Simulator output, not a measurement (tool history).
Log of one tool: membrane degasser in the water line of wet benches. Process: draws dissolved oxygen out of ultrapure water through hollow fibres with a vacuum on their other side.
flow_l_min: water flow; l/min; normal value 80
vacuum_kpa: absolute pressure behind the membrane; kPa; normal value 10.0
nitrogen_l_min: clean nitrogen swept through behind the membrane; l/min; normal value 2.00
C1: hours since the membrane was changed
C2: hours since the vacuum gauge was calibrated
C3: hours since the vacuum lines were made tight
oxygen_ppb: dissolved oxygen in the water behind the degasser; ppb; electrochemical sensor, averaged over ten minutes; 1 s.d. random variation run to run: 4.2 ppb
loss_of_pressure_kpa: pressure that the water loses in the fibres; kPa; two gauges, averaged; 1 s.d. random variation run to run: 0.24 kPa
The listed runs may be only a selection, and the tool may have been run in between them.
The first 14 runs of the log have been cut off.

Run 15, day 21.300: usual settings but vacuum_kpa 14.8 kPa; C1 1346; C2 545; C3 5650. Result: oxygen_ppb 845.9 ppb, loss_of_pressure_kpa 62.95 kPa.
Run 16, day 22.633: usual settings but vacuum_kpa 14.8 kPa; C1 1378; C2 577; C3 5682. Result: oxygen_ppb 857.8 ppb, loss_of_pressure_kpa 62.84 kPa.
Run 17, day 23.562: usual settings but flow_l_min 68 l/min, vacuum_kpa 13.1 kPa; C1 1400; C2 600; C3 5704. Result: oxygen_ppb 656.7 ppb, loss_of_pressure_kpa 53.50 kPa.
Run 18, day 25.008: usual settings but flow_l_min 68 l/min, vacuum_kpa 13.1 kPa; C1 1435; C2 634; C3 5739. Result: oxygen_ppb 647.4 ppb, loss_of_pressure_kpa 53.36 kPa.
Run 19, day 27.200: usual settings but flow_l_min 68 l/min, vacuum_kpa 13.1 kPa; C1 1488; C2 687; C3 5791. Result: oxygen_ppb 653.6 ppb, loss_of_pressure_kpa 53.14 kPa.
Run 20, day 29.138: usual settings but flow_l_min 68 l/min, vacuum_kpa 13.1 kPa; C1 1534; C2 733; C3 5838. Result: oxygen_ppb 646.1 ppb, loss_of_pressure_kpa 53.28 kPa.
Run 21, day 30.342: usual settings but flow_l_min 89 l/min, vacuum_kpa 23.5 kPa; C1 1563; C2 762; C3 5867. Result: oxygen_ppb 1494.1 ppb, loss_of_pressure_kpa 69.88 kPa.
Run 22, day 32.254: usual settings but flow_l_min 89 l/min, vacuum_kpa 17.7 kPa; C1 1609; C2 808; C3 5913. Result: oxygen_ppb 1132.9 ppb, loss_of_pressure_kpa 69.67 kPa.
Run 23, day 33.992: usual settings but flow_l_min 89 l/min, vacuum_kpa 17.7 kPa; C1 1651; C2 850; C3 5954. Result: oxygen_ppb 1144.6 ppb, loss_of_pressure_kpa 70.10 kPa.
Run 24, day 35.383: usual settings but flow_l_min 88 l/min, vacuum_kpa 15.7 kPa, nitrogen_l_min 2.43 l/min; C1 1684; C2 883; C3 5988. Result: oxygen_ppb 850.9 ppb, loss_of_pressure_kpa 69.15 kPa.
Run 25, day 37.546: usual settings but flow_l_min 91 l/min; C1 1736; C2 935; C3 6040. Result: oxygen_ppb 572.7 ppb, loss_of_pressure_kpa 71.57 kPa.
Run 26, day 39.742: usual settings but flow_l_min 91 l/min, vacuum_kpa 21.0 kPa, nitrogen_l_min 2.39 l/min; C1 1789; C2 988; C3 6092. Result: oxygen_ppb 1199.0 ppb, loss_of_pressure_kpa 71.26 kPa.
Run 27, day 41.042: usual settings but flow_l_min 61 l/min, vacuum_kpa 6.1 kPa, nitrogen_l_min 2.39 l/min; C1 1820; C2 1019; C3 6123. Result: oxygen_ppb 157.6 ppb, loss_of_pressure_kpa 47.93 kPa.
Run 28, day 42.296: usual settings but flow_l_min 61 l/min, vacuum_kpa 6.1 kPa, nitrogen_l_min 2.39 l/min; C1 1850; C2 1049; C3 6154. Result: oxygen_ppb 156.6 ppb, loss_of_pressure_kpa 47.87 kPa.
Run 29, day 43.371: usual settings but flow_l_min 61 l/min, vacuum_kpa 14.3 kPa, nitrogen_l_min 4.01 l/min; C1 1876; C2 1075; C3 6179. Result: oxygen_ppb 372.2 ppb, loss_of_pressure_kpa 47.74 kPa.
Run 30, day 44.875: usual settings but flow_l_min 61 l/min, vacuum_kpa 14.3 kPa, nitrogen_l_min 4.01 l/min; C1 1912; C2 1111; C3 6215. Result: oxygen_ppb 369.1 ppb, loss_of_pressure_kpa 47.49 kPa.
Run 31, day 46.371: usual settings but flow_l_min 66 l/min, vacuum_kpa 21.0 kPa, nitrogen_l_min 4.01 l/min; C1 1948; C2 1147; C3 6251. Result: oxygen_ppb 619.1 ppb, loss_of_pressure_kpa 51.83 kPa.

3 options for the next run, each taken on its own from the tool as it stands now. Forecast them:
Run A, day 47.883: usual settings but flow_l_min 61 l/min, vacuum_kpa 8.3 kPa, nitrogen_l_min 2.07 l/min; C1 1984; C2 1183; C3 6288. Result: oxygen_ppb ?, loss_of_pressure_kpa ?.
Run B, day 47.883: usual settings but flow_l_min 64 l/min, vacuum_kpa 21.0 kPa, nitrogen_l_min 1.54 l/min; C1 1984; C2 1183; C3 6288. Result: oxygen_ppb ?, loss_of_pressure_kpa ?.
Run C, day 47.883: usual settings but flow_l_min 93 l/min, vacuum_kpa 11.7 kPa, nitrogen_l_min 2.12 l/min; C1 1984; C2 1183; C3 6288. Result: oxygen_ppb ?, loss_of_pressure_kpa ?.

run  oxygen_ppb  loss_of_pressure_kpa
  A       317.1                 47.66
  B      1278.9                 50.23
  C       693.9                 72.54
With the hidden condition removed and each run's random variation left untouched, the same runs would have given:
run  oxygen_ppb  loss_of_pressure_kpa
  A       317.0                 47.65
  B      1278.8                 50.22
  C       693.7                 72.53

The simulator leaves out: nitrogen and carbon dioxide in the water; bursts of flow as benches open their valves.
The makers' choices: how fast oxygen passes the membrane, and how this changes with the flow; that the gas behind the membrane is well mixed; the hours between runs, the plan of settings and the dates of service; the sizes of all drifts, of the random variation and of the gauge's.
